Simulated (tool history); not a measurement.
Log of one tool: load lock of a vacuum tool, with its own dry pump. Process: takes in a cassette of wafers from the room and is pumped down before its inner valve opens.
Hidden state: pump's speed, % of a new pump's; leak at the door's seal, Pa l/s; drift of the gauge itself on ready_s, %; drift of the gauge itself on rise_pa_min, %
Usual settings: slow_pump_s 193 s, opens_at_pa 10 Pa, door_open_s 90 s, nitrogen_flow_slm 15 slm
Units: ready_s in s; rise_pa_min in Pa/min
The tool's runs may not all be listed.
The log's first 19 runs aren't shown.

run     day  slow_pump_s  opens_at_pa  door_open_s  nitrogen_flow_slm  hours that the pump has run since its overhaul  times that the door has closed on its seal  incoming humidity of the room's air, %  ready_s  rise_pa_min
 20  51.862          281           10          193                 10                                            4031                                       34097                                    46.6    332.8        0.056
 21  54.154          193           11           39                 15                                            4086                                       34331                                    47.5    254.1        0.017
 22  56.542          193           11           39                 15                                            4143                                       34574                                    41.3    253.3         0.01
 23  59.721          163           12           86                 14                                            4219                                       34898                                    43.8    226.1        0.025
 24  63.121          299           12           29                 19                                            4301                                       35244                                    47.9    347.6        0.014
 25  65.996          193           10           90                 28                                            4370                                       35537                                    43.4    256.3        0.018
 26  68.471          117           13          122                 25                                            4429                                       35790                                    46.6    183.9        0.021
 27      71          117           13          122                 25                                            4490                                       36047                                    45.6    186.5        0.019
 28  74.375          174           10           90                 16                                            4571                                       36391                                      44    239.9         0.03
 29  76.262          174           13           90                 24                                            4616                                       36584                                    48.4      236        0.024
     77.546  -- door's seal changed, seat wiped
 30  79.596          370           11           90                 34                                            4695                                         209                                    43.9    413.9        0.014
 31  81.246          193            8          115                 39                                            4734                                         377                                    44.6    259.3        0.018

The next listed run, before its measurement:
 32  84.083          341           11           29                 14                                            4803                                         666                                    43.3        ?            ?

ready_s: 387.5 s
rise_pa_min: 0.011 Pa/min
Without the tool's hidden state the same run would have given ready_s 387.5 s, rise_pa_min 0.011 Pa/min.

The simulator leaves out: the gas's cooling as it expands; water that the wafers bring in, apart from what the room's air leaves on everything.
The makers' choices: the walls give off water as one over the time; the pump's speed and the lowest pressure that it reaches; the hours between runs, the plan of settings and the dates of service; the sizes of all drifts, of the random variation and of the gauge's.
